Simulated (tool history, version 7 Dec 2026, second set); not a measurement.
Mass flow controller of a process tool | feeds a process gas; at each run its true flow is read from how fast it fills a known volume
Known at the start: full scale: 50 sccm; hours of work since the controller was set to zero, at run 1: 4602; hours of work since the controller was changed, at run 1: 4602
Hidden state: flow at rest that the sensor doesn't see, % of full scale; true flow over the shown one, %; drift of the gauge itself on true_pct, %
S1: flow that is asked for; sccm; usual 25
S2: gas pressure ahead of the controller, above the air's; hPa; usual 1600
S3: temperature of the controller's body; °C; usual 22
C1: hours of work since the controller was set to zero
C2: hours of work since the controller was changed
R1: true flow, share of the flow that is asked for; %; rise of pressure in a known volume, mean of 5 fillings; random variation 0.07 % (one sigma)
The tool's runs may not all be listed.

run	hour	S1	S2	S3	C1	C2	R1
1	0.0	25	1600	22	4602	4602	99.20
2	129.8	25	1460	22	4696	4696	99.43
3	281.6	25	1600	22	4806	4806	99.19
4	464.4	25	1600	22	4938	4938	99.19
5	706.2	25	1600	22	5113	5113	99.29
6	875.4	25	1600	22	5236	5236	99.29
7	1049.1	25	1600	22	5362	5362	99.25
8	1232.8	25	1600	22	5495	5495	99.23
9	1472.7	25	1600	38	5669	5669	97.88
10	1597.9	22	1600	32	5760	5760	98.36
11	1786.2	22	1600	32	5896	5896	98.46
12	1906.0	22	2350	32	5983	5983	98.08
13	2080.7	14	1600	22	6110	6110	98.83
14	2240.8	26	1600	22	6226	6226	99.34
15	2414.9	6	1600	30	6352	6352	97.83

5 ways to go on from here, each from the tool as it stands after run 15. What would each give?
A	2642.5	25	2580	22	6517	6517	?
B	2642.5	19	2530	26	6517	6517	?
C	2642.5	42	2330	36	6517	6517	?
D	2642.5	25	2550	22	6517	6517	?
E	2642.5	20	1600	22	6517	6517	?

run	R1
A	98.96
B	98.52
C	98.70
D	99.05
E	98.96
Without the tool's hidden state the same runs would have given:
run	R1
A	98.96
B	98.52
C	98.70
D	99.05
E	98.96
